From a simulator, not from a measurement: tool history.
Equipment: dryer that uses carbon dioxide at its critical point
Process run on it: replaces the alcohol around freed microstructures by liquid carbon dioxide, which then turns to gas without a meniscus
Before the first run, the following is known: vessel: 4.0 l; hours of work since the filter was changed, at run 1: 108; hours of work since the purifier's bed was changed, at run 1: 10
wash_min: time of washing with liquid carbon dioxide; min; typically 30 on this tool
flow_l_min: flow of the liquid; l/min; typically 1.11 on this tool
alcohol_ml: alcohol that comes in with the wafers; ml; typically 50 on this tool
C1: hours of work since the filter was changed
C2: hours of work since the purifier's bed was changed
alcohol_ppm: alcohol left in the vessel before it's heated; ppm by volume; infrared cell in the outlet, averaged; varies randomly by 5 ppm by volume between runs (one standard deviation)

run 1 hour=0.0 | wash_min=30 flow_l_min=1.11 alcohol_ml=50 | C1=108 C2=10 | alcohol_ppm=38
run 2 hour=10.1 | wash_min=30 flow_l_min=1.11 alcohol_ml=50 | C1=113 C2=16 | alcohol_ppm=36
run 3 hour=24.4 | wash_min=21 flow_l_min=1.11 alcohol_ml=50 | C1=120 C2=23 | alcohol_ppm=157
run 4 hour=39.0 | wash_min=46 flow_l_min=1.11 alcohol_ml=50 | C1=128 C2=31 | alcohol_ppm=19
run 5 hour=52.4 | wash_min=46 flow_l_min=1.11 alcohol_ml=50 | C1=135 C2=38 | alcohol_ppm=10
run 6 hour=65.4 | wash_min=26 flow_l_min=1.11 alcohol_ml=50 | C1=142 C2=44 | alcohol_ppm=78
run 7 hour=83.7 | wash_min=30 flow_l_min=1.72 alcohol_ml=50 | C1=151 C2=54 | alcohol_ppm=28
run 8 hour=96.7 | wash_min=30 flow_l_min=1.11 alcohol_ml=51 | C1=158 C2=61 | alcohol_ppm=44
run 9 hour=107.9 | wash_min=30 flow_l_min=1.11 alcohol_ml=51 | C1=164 C2=67 | alcohol_ppm=50
run 10 hour=122.8 | wash_min=30 flow_l_min=1.73 alcohol_ml=50 | C1=172 C2=75 | alcohol_ppm=33
run 11 hour=134.7 | wash_min=30 flow_l_min=1.73 alcohol_ml=50 | C1=178 C2=81 | alcohol_ppm=30
run 12 hour=143.1 | wash_min=30 flow_l_min=1.58 alcohol_ml=50 | C1=183 C2=85 | alcohol_ppm=29
run 13 hour=157.2 | wash_min=30 flow_l_min=1.11 alcohol_ml=54 | C1=190 C2=93 | alcohol_ppm=55
run 14 hour=169.2 | wash_min=30 flow_l_min=1.11 alcohol_ml=82 | C1=196 C2=99 | alcohol_ppm=85
run 15 hour=185.7 | wash_min=30 flow_l_min=1.11 alcohol_ml=82 | C1=205 C2=107 | alcohol_ppm=74
run 16 hour=199.1 | wash_min=30 flow_l_min=1.11 alcohol_ml=82 | C1=212 C2=114 | alcohol_ppm=81
run 17 hour=217.1 | wash_min=30 flow_l_min=1.11 alcohol_ml=82 | C1=221 C2=124 | alcohol_ppm=78
run 18 hour=232.1 | wash_min=30 flow_l_min=1.11 alcohol_ml=82 | C1=229 C2=132 | alcohol_ppm=79
run 19 hour=250.4 | wash_min=30 flow_l_min=1.11 alcohol_ml=82 | C1=239 C2=141 | alcohol_ppm=85
-- hour=255.2 inlet filter changed
run 20 hour=266.6 | wash_min=30 flow_l_min=1.11 alcohol_ml=82 | C1=6 C2=149 | alcohol_ppm=79
run 21 hour=276.6 | wash_min=30 flow_l_min=1.11 alcohol_ml=82 | C1=11 C2=154 | alcohol_ppm=85
run 22 hour=292.0 | wash_min=30 flow_l_min=1.11 alcohol_ml=82 | C1=19 C2=163 | alcohol_ppm=80
run 23 hour=311.8 | wash_min=30 flow_l_min=1.11 alcohol_ml=82 | C1=30 C2=173 | alcohol_ppm=83
run 24 hour=326.5 | wash_min=30 flow_l_min=0.90 alcohol_ml=50 | C1=37 C2=181 | alcohol_ppm=124
run 25 hour=340.7 | wash_min=34 flow_l_min=1.40 alcohol_ml=50 | C1=45 C2=188 | alcohol_ppm=49
run 26 hour=355.8 | wash_min=34 flow_l_min=1.75 alcohol_ml=28 | C1=53 C2=196 | alcohol_ppm=61
run 27 hour=365.0 | wash_min=24 flow_l_min=1.40 alcohol_ml=50 | C1=57 C2=201 | alcohol_ppm=80
run 28 hour=384.8 | wash_min=24 flow_l_min=1.40 alcohol_ml=50 | C1=68 C2=211 | alcohol_ppm=90
run 29 hour=400.2 | wash_min=24 flow_l_min=1.40 alcohol_ml=50 | C1=76 C2=219 | alcohol_ppm=89
run 30 hour=411.7 | wash_min=39 flow_l_min=1.40 alcohol_ml=50 | C1=82 C2=225 | alcohol_ppm=77
run 31 hour=422.3 | wash_min=19 flow_l_min=0.83 alcohol_ml=50 | C1=87 C2=231 | alcohol_ppm=658
run 32 hour=441.8 | wash_min=43 flow_l_min=1.83 alcohol_ml=74 | C1=98 C2=241 | alcohol_ppm=81
run 33 hour=451.8 | wash_min=20 flow_l_min=1.83 alcohol_ml=74 | C1=103 C2=246 | alcohol_ppm=95
run 34 hour=468.1 | wash_min=22 flow_l_min=1.50 alcohol_ml=50 | C1=111 C2=255 | alcohol_ppm=98
run 35 hour=485.4 | wash_min=26 flow_l_min=1.20 alcohol_ml=110 | C1=120 C2=264 | alcohol_ppm=157
run 36 hour=503.1 | wash_min=44 flow_l_min=1.20 alcohol_ml=110 | C1=130 C2=273 | alcohol_ppm=84
run 37 hour=520.1 | wash_min=44 flow_l_min=1.20 alcohol_ml=110 | C1=139 C2=282 | alcohol_ppm=87
run 38 hour=536.7 | wash_min=21 flow_l_min=0.77 alcohol_ml=32 | C1=147 C2=291 | alcohol_ppm=450
run 39 hour=546.8 | wash_min=19 flow_l_min=1.11 alcohol_ml=50 | C1=153 C2=296 | alcohol_ppm=328
run 40 hour=564.1 | wash_min=19 flow_l_min=1.11 alcohol_ml=91 | C1=162 C2=305 | alcohol_ppm=515
run 41 hour=573.6 | wash_min=31 flow_l_min=0.75 alcohol_ml=50 | C1=167 C2=310 | alcohol_ppm=242
run 42 hour=588.4 | wash_min=31 flow_l_min=1.80 alcohol_ml=50 | C1=174 C2=318 | alcohol_ppm=90
run 43 hour=603.3 | wash_min=31 flow_l_min=1.80 alcohol_ml=50 | C1=182 C2=325 | alcohol_ppm=94
run 44 hour=618.8 | wash_min=23 flow_l_min=1.80 alcohol_ml=65 | C1=190 C2=334 | alcohol_ppm=96
run 45 hour=633.6 | wash_min=30 flow_l_min=1.52 alcohol_ml=50 | C1=198 C2=341 | alcohol_ppm=95
run 46 hour=647.1 | wash_min=18 flow_l_min=1.17 alcohol_ml=50 | C1=205 C2=348 | alcohol_ppm=349

Hidden state at the last listed run before each entry between runs and at the first one after, where it differs:
From run 19 to run 20: inlet filter changed (hour 255.2)
  flow that reaches the vessel past the clogged filter, %: 94.6 -> 99.5; alcohol in the recycled carbon dioxide, ppm: 44.4 -> 46.5
  measured minus no-state result, alcohol_ppm: +52 -> +43 ppm by volume

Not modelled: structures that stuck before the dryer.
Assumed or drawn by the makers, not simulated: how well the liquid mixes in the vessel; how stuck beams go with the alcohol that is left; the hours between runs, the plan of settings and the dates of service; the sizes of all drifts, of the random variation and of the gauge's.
